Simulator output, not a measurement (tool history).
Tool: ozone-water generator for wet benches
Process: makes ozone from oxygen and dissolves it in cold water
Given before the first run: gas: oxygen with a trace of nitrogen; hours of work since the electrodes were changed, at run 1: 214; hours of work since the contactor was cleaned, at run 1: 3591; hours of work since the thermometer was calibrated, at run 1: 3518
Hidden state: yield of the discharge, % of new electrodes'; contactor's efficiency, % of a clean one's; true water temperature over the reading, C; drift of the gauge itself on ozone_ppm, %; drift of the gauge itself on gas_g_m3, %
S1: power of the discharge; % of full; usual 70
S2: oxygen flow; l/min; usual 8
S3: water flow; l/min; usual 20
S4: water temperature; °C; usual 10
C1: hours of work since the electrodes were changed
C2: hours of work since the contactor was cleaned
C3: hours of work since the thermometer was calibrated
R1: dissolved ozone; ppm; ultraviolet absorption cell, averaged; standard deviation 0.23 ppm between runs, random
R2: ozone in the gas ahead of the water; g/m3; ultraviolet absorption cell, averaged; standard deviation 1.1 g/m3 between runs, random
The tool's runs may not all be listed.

run   hour  S1    S2  S3  S4   C1    C2    C3    R1     R2
  1      0  70     8  20  10  214  3591  3518  33.3  203.8
  2   26.9  70     8  20  10  236  3614  3541  33.4  202.8
  3     55  70     8  20  10  260  3637  3564  33.6  205.2
  4   69.5  70     8  20  10  272  3650  3577  33.9  203.2
      72.2  -- water thermometer calibrated
  5   86.2  70     8  20   7  286  3663    12    35  201.9
  6  104.8  70     8  20   7  301  3679    27  34.5    204
  7  132.3  70     8  20  10  324  3702    50  33.4  201.3
  8  154.7  70     8  20  10  343  3721    69  33.6    203
  9    176  70     8  22  10  361  3738    87  31.3  202.7
 10  189.5  54  7.78  20   8  372  3750    98  29.8  177.3
 11  215.1  54  7.78  20   8  394  3771   120  30.1  177.8
 12  243.9  62   6.4  23  10  418  3796   144  27.2  208.3
     255.3  -- water thermometer calibrated, once more
 13    268  43  7.49  18  10  438  3815    11  27.9  159.5

Hidden state or all else? Some run-to-run changes of R1, split into what the settings, what came in and random variation would give without the hidden state, and what is left for the hidden state (with any gauge scatter that isn't in both results):
Run 1 -> 2: settings left as they were, no log entry in between. R1 +0.1 ppm: hidden state -0.1, all else +0.2.
Run 11 -> 12: S1 54 -> 62, S2 7.78 -> 6.4, S3 20 -> 23, S4 8 -> 10. R1 -2.9 ppm: hidden state +0, all else -2.9.
